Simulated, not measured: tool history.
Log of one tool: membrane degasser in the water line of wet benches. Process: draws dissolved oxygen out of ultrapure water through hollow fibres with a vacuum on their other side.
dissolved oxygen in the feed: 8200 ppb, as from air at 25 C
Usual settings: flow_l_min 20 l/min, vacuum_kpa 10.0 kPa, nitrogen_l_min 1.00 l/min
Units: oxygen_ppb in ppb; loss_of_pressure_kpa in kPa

run,day,flow_l_min,vacuum_kpa,nitrogen_l_min,oxygen_ppb,loss_of_pressure_kpa
1,0.000,20,10.0,1.00,364.5,25.76
2,1.392,20,10.0,1.00,366.8,26.03
3,3.246,20,10.0,1.00,365.0,25.91
4,4.725,20,10.0,1.00,360.1,25.87
5,6.154,25,10.0,1.00,446.1,32.61
6,8.083,25,10.0,1.00,453.8,32.72
7,9.138,25,10.0,1.00,460.2,32.43
8,10.850,25,10.0,1.00,454.9,32.48
9,12.012,25,10.0,1.00,456.4,32.48
10,12.812,27,10.0,1.00,489.0,35.34
11,13.717,25,9.1,0.74,490.0,32.64
12,15.167,25,9.1,0.74,500.9,32.41

Run 13 comes next. What will it give?
13,16.542,25,9.1,0.74,?,?

oxygen_ppb: 486.0 ppb
loss_of_pressure_kpa: 32.61 kPa
Without the tool's hidden state the same run would have given oxygen_ppb 485.8 ppb, loss_of_pressure_kpa 32.60 kPa.

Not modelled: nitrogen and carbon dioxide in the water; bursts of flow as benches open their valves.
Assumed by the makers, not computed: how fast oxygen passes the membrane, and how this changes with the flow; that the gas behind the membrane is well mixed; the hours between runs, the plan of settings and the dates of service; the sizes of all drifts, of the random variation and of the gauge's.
